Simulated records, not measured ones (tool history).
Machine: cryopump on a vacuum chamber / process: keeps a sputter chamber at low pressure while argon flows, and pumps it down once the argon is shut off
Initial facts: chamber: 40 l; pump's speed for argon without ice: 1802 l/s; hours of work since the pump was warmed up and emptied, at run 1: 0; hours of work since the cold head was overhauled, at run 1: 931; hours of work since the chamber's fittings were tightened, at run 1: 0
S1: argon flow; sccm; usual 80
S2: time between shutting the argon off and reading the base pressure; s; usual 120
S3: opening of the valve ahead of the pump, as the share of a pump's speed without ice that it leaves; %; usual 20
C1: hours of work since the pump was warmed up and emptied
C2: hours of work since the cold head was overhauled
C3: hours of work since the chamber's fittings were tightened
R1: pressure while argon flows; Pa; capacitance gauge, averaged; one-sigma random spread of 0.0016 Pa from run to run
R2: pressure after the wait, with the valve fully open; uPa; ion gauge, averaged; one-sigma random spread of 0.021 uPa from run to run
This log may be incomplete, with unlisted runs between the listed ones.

run    hour   S1   S2  S3   C1    C2    C3      R1    R2
  1     0.0   80  120  20    0   931     0  0.3739  0.57
  2    38.7   80  120  20   26   957    26  0.3791  0.61
  3    91.0   80   51  20   61   992    61  0.3798  1.12
  4   155.2   80   51  20  104  1035   104  0.3792  1.17
  5   200.4   80   51  20  134  1066   134  0.3755  1.24
  6   229.9   80   51  26  154  1085   154  0.2915  1.24
  7   280.4   80   51  26  188  1119   188  0.2932  1.29
  8   319.4   80  120  27  214  1145   214  0.2828  0.85
  9   384.3   80  120  27  258  1189   258  0.2831  0.99
 10   447.4   80  120  20  300  1231   300  0.3836  1.07
 11   488.4   80  120  20  328  1259   328  0.3810  1.07
 12   546.5   80  120  20  366  1298   366  0.3825  1.09
 13   593.3   80  120  20  398  1329   398  0.3872  1.11
 14   625.5   80  120  20  419  1351   419  0.3831  1.23
 15   662.8   80  120  20  444  1376   444  0.3840  1.30
 16   716.0   80  120  20  480  1411   480  0.3873  1.30
 17   758.0   80  120  19  508  1440   508  0.4090  1.36
 18   788.5   80  120  19  529  1460   529  0.4053  1.42
 19   848.6   80  120  19  569  1500   569  0.4074  1.47
 20   899.5   80  138  39  603  1534   603  0.2060  1.46
 21   968.7   56  121  39  650  1581   650  0.1450  1.62
 22  1020.9   37   75  20  685  1616   685  0.1823  1.90
 23  1058.5   96  123  24  710  1641   710  0.3956  1.76
 24  1116.2  141  120  16  748  1680   748  0.8565  1.81
 25  1155.3  141  120  16  775  1706   775  0.8541  1.90
 26  1216.5  141  120  16  816  1747   816  0.8656  1.97
 27  1270.3  141  120  16  852  1783   852  0.8588  2.06
 28  1337.0  141  120  16  897  1828   897  0.8653  2.11
     1358.0  -- pump warmed up, emptied and cooled again
 29  1394.8   53  137  44   25  1863   932  0.1144  1.70
 30  1455.7   80   32  20   66  1904   973  0.3770  2.79
 31  1500.5   62   23  17   96  1934  1003  0.3470  3.36
 32  1561.9   58   80  41  137  1975  1044  0.1353  2.21
 33  1614.1   58   80  41  172  2010  1079  0.1356  2.20
 34  1676.1   58   80  41  213  2052  1121  0.1359  2.27

What differs in the tool's unlogged condition from the final listed run ahead of each entry between runs to the first listed run following it?
From run 28 to run 29: pump warmed up, emptied and cooled again (hour 1358.0)
  pump's speed, % of a pump's without ice: 78.7 -> 99.3; cold plate's temperature, K: 12.43 -> 12.44; leak into the chamber, uPa l/s: 2537 -> 2613
  difference, measured minus the result without the unlogged condition, R1: +0.0374 -> +0.0008 Pa; R2: +1.64 -> +1.28 uPa
